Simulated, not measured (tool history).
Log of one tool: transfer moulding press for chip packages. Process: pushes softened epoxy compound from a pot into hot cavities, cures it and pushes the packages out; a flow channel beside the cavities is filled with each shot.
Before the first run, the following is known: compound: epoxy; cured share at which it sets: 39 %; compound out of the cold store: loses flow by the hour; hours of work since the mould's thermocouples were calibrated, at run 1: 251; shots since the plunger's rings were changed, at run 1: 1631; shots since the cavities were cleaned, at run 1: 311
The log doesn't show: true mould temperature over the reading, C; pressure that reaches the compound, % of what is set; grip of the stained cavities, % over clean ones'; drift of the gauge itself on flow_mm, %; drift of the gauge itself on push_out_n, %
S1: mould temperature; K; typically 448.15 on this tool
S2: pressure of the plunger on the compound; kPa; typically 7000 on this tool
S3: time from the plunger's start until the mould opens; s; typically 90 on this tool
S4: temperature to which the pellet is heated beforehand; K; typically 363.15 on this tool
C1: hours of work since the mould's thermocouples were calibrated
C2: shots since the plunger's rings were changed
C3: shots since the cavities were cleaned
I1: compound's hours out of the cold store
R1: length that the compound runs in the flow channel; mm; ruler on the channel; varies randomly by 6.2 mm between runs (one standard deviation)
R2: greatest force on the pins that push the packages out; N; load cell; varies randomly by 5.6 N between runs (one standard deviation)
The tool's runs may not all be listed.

run 1 day=0.000 | S1=448.15 S2=7000 S3=90 S4=363.15 | C1=251 C2=1631 C3=311 | I1=12.5 | R1=689 R2=195
-- day=0.396 cavities cleaned with cleaning compound and waxed
run 2 day=0.704 | S1=448.15 S2=7000 S3=90 S4=363.15 | C1=261 C2=1843 C3=102 | I1=11.5 | R1=684 R2=177
run 3 day=1.492 | S1=448.15 S2=7000 S3=90 S4=363.15 | C1=274 C2=2103 C3=362 | I1=24.8 | R1=657 R2=197
-- day=1.721 cavities cleaned with cleaning compound and waxed
run 4 day=1.904 | S1=448.15 S2=7000 S3=90 S4=363.15 | C1=280 C2=2220 C3=62 | I1=36.7 | R1=637 R2=194
run 5 day=2.625 | S1=448.15 S2=7000 S3=90 S4=363.15 | C1=292 C2=2457 C3=299 | I1=22.8 | R1=662 R2=200
-- day=3.025 cavities cleaned with cleaning compound and waxed
run 6 day=3.421 | S1=448.15 S2=7000 S3=90 S4=363.15 | C1=304 C2=2699 C3=130 | I1=16.4 | R1=661 R2=200
run 7 day=4.229 | S1=448.15 S2=7000 S3=90 S4=363.15 | C1=317 C2=2968 C3=399 | I1=47.9 | R1=600 R2=191
-- day=4.329 cavities cleaned with cleaning compound and waxed
run 8 day=4.688 | S1=448.15 S2=7550 S3=90 S4=363.15 | C1=324 C2=3098 C3=118 | I1=10.9 | R1=712 R2=197
run 9 day=5.117 | S1=448.15 S2=7550 S3=90 S4=363.15 | C1=331 C2=3240 C3=260 | I1=20.1 | R1=694 R2=187
run 10 day=5.479 | S1=448.15 S2=6170 S3=90 S4=363.15 | C1=337 C2=3360 C3=380 | I1=39.4 | R1=590 R2=192
-- day=5.654 cavities cleaned with cleaning compound and waxed
run 11 day=6.358 | S1=448.15 S2=6170 S3=90 S4=363.15 | C1=350 C2=3631 C3=233 | I1=35.6 | R1=605 R2=190
-- day=6.992 cavities cleaned with cleaning compound and waxed
run 12 day=6.996 | S1=455.15 S2=7000 S3=90 S4=363.15 | C1=360 C2=3820 C3=1 | I1=29.7 | R1=631 R2=156
run 13 day=7.788 | S1=442.15 S2=7000 S3=90 S4=363.15 | C1=373 C2=4083 C3=264 | I1=29.5 | R1=658 R2=269
run 14 day=8.208 | S1=448.15 S2=7000 S3=90 S4=363.15 | C1=380 C2=4221 C3=402 | I1=14.8 | R1=681 R2=200
-- day=8.346 cavities cleaned with cleaning compound and waxed
run 15 day=8.608 | S1=448.15 S2=7000 S3=90 S4=363.15 | C1=385 C2=4333 C3=87 | I1=17.7 | R1=675 R2=207
run 16 day=8.954 | S1=448.15 S2=7000 S3=90 S4=363.15 | C1=391 C2=4447 C3=201 | I1=23.4 | R1=661 R2=196
-- day=9.638 cavities cleaned with cleaning compound and waxed
run 17 day=9.783 | S1=445.15 S2=7000 S3=90 S4=363.15 | C1=403 C2=4702 C3=48 | I1=33.7 | R1=648 R2=205
run 18 day=10.346 | S1=455.15 S2=7000 S3=90 S4=372.15 | C1=413 C2=4887 C3=233 | I1=39.5 | R1=618 R2=167
-- day=10.942 cavities cleaned with cleaning compound and waxed
run 19 day=11.104 | S1=455.15 S2=7000 S3=90 S4=372.15 | C1=424 C2=5118 C3=55 | I1=33.2 | R1=618 R2=160
run 20 day=11.729 | S1=455.15 S2=7000 S3=83 S4=372.15 | C1=434 C2=5324 C3=261 | I1=31.4 | R1=629 R2=166
-- day=12.254 cavities cleaned with cleaning compound and waxed
run 21 day=12.254 | S1=454.15 S2=6910 S3=78 S4=368.15 | C1=442 C2=5477 C3=0 | I1=21.8 | R1=635 R2=178
run 22 day=12.729 | S1=455.15 S2=8390 S3=81 S4=368.15 | C1=450 C2=5635 C3=158 | I1=39.1 | R1=688 R2=175
run 23 day=13.188 | S1=440.15 S2=7000 S3=90 S4=362.15 | C1=457 C2=5786 C3=309 | I1=14.7 | R1=696 R2=317
-- day=13.562 cavities cleaned with cleaning compound and waxed
run 24 day=13.954 | S1=450.15 S2=7000 S3=90 S4=363.15 | C1=469 C2=6018 C3=128 | I1=45.5 | R1=615 R2=167
run 25 day=14.425 | S1=450.15 S2=7000 S3=94 S4=357.15 | C1=477 C2=6174 C3=284 | I1=20.6 | R1=661 R2=180
-- day=14.879 cavities cleaned with cleaning compound and waxed
run 26 day=14.950 | S1=455.15 S2=6670 S3=114 S4=363.15 | C1=484 C2=6328 C3=24 | I1=27.9 | R1=620 R2=149
-- day=15.600 mould's thermocouples calibrated
run 27 day=15.775 | S1=455.15 S2=6650 S3=114 S4=358.15 | C1=3 C2=6573 C3=269 | I1=33.9 | R1=617 R2=153

Each row is a separate what-if for the run after 27, all from the same tool condition, not one after another. Results?
-- day=16.088 plunger's sealing rings changed
-- day=16.379 cavities cleaned with cleaning compound and waxed
run A day=16.438 | S1=448.15 S2=7000 S3=70 S4=372.15 | C1=11 C2=95 C3=19 | I1=27.1 | R1=? R2=?
-- day=16.088 plunger's sealing rings changed
-- day=16.379 cavities cleaned with cleaning compound and waxed
run B day=16.438 | S1=455.15 S2=6650 S3=116 S4=373.15 | C1=11 C2=95 C3=19 | I1=42.6 | R1=? R2=?
-- day=16.088 plunger's sealing rings changed
-- day=16.379 cavities cleaned with cleaning compound and waxed
run C day=16.438 | S1=448.15 S2=6240 S3=90 S4=363.15 | C1=11 C2=95 C3=19 | I1=13.1 | R1=? R2=?

run=A R1=657 R2=313
run=B R1=593 R2=153
run=C R1=654 R2=200
Take away the tool's hidden state, keep each run's random variation, and the runs would have read:
run=A R1=657 R2=312
run=B R1=593 R2=153
run=C R1=654 R2=200
